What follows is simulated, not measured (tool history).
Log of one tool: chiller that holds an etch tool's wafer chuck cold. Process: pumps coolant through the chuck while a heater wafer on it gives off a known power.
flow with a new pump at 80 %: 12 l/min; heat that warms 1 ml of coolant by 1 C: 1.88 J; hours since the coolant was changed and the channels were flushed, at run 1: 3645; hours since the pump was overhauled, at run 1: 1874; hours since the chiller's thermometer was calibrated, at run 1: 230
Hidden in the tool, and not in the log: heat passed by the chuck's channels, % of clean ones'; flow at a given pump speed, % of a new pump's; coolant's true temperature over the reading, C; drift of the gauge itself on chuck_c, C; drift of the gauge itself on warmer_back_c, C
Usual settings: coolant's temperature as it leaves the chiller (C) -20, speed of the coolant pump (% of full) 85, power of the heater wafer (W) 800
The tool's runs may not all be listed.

run,hour,coolant's temperature as it leaves the chiller (C),speed of the coolant pump (% of full),power of the heater wafer (W),hours since the coolant was changed and the channels were flushed,hours since the pump was overhauled,hours since the chiller's thermometer was calibrated,chuck's temperature once it has settled (C),how much warmer the coolant comes back (C)
1,0,-20,85,800,3645,1874,230,-10.6,1.96
2,85.1,-20,85,800,3730,1959,316,-10.5,2.04
3,146.8,-20,85,800,3792,2020,377,-10.5,2.06
4,186.3,-20,85,800,3832,2060,417,-10.4,2.01
5,240,-20,85,800,3885,2114,470,-10.5,2.06
6,280.9,-14,85,800,3926,2155,511,-4.6,2.03
7,347.5,-14,85,800,3993,2221,578,-4.6,2.09
8,391.4,-14,85,800,4037,2265,622,-4.6,2.09
9,427.4,-12,85,800,4073,2301,658,-2.3,2.09
10,483.5,-12,85,800,4129,2357,714,-2.5,2.08
11,546.1,-20,85,800,4191,2420,777,-10.4,2.14
12,611.8,-20,85,660,4257,2485,842,-12.2,1.9
13,672.9,-29,67,909,4318,2546,903,-16.1,3.03
14,721.8,-25,67,909,4367,2595,952,-12,3.08
15,775.9,-18,94,830,4421,2649,1006,-8.8,2.08
16,853.4,-20,94,517,4499,2727,1084,-14.4,1.39
17,900.7,-24,85,599,4546,2774,1131,-17.1,1.75
# hour 924.1: coolant changed, channels flushed
18,957,-23,91,736,33,2825,1181,-14.9,1.98
19,1043.7,-23,91,736,120,2911,1268,-14.6,1.98
20,1115.4,-20,76,531,191,2983,1340,-13.1,1.82
21,1203.3,-23,76,531,279,3071,1428,-16.1,1.82
22,1247.5,-23,61,1087,323,3115,1472,-6.3,4.1
23,1286,-26,70,627,362,3154,1510,-17.3,2.23

4 ways to go on from here, each from the tool as it stands after run 23. What would each give?
A,1329.2,-20,92,455,405,3197,1554,?,?
B,1329.2,-13,88,536,405,3197,1554,?,?
C,1329.2,-26,72,977,405,3197,1554,?,?
D,1329.2,-26,95,627,405,3197,1554,?,?

run,chuck's temperature once it has settled (C),how much warmer the coolant comes back (C)
A,-15,1.39
B,-6.9,1.68
C,-13,3.21
D,-18.9,1.84
Without the tool's hidden state the same runs would have given:
run,chuck's temperature once it has settled (C),how much warmer the coolant comes back (C)
A,-15,1.02
B,-6.9,1.31
C,-13,2.83
D,-18.9,1.47
